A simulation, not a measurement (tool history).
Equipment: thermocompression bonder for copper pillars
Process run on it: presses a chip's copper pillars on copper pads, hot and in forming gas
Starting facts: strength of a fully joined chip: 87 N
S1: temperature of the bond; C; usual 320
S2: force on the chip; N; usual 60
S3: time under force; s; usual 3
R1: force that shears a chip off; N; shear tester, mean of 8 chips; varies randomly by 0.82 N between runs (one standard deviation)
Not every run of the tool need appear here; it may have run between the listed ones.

Run 1, hour 0.0: usual settings. Result: R1 64.5 N.
Run 2, hour 9.1: usual settings. Result: R1 61.9 N.
Run 3, hour 18.6: usual settings. Result: R1 65.8 N.
Run 4, hour 29.0: usual settings. Result: R1 64.0 N.
Run 5, hour 37.0: usual settings. Result: R1 65.5 N.
Run 6, hour 44.6: usual settings but S1 298 C. Result: R1 54.6 N.
Run 7, hour 50.0: usual settings but S1 298 C. Result: R1 56.5 N.
Run 8, hour 55.9: usual settings but S1 298 C. Result: R1 55.9 N.
Run 9, hour 67.7: usual settings but S1 327 C, S2 67 N. Result: R1 69.1 N.
Run 10, hour 79.0: usual settings but S1 327 C. Result: R1 68.0 N.
Run 11, hour 87.6: usual settings but S1 294 C, S2 55 N, S3 2 s. Result: R1 43.5 N.
Run 12, hour 96.5: usual settings but S1 338 C, S2 38 N, S3 7 s. Result: R1 66.7 N.
Run 13, hour 102.7: usual settings but S2 38 N, S3 7 s. Result: R1 60.7 N.
Run 14, hour 112.1: usual settings but S1 306 C. Result: R1 59.1 N.

Each row is a separate what-if for the run after 14, all from the same tool condition, not one after another. Results?
Run A, hour 123.6: usual settings but S1 319 C. Result: R1 ?.
Run B, hour 123.6: usual settings but S2 79 N, S3 5 s. Result: R1 ?.
Run C, hour 123.6: usual settings but S1 318 C, S2 42 N, S3 5 s. Result: R1 ?.
Run D, hour 123.6: usual settings but S3 6 s. Result: R1 ?.

run    R1
  A  64.0
  B  79.7
  C  59.6
  D  72.7
With no hidden state in the tool, these same runs would have given:
run    R1
  A  64.0
  B  79.7
  C  59.6
  D  72.8
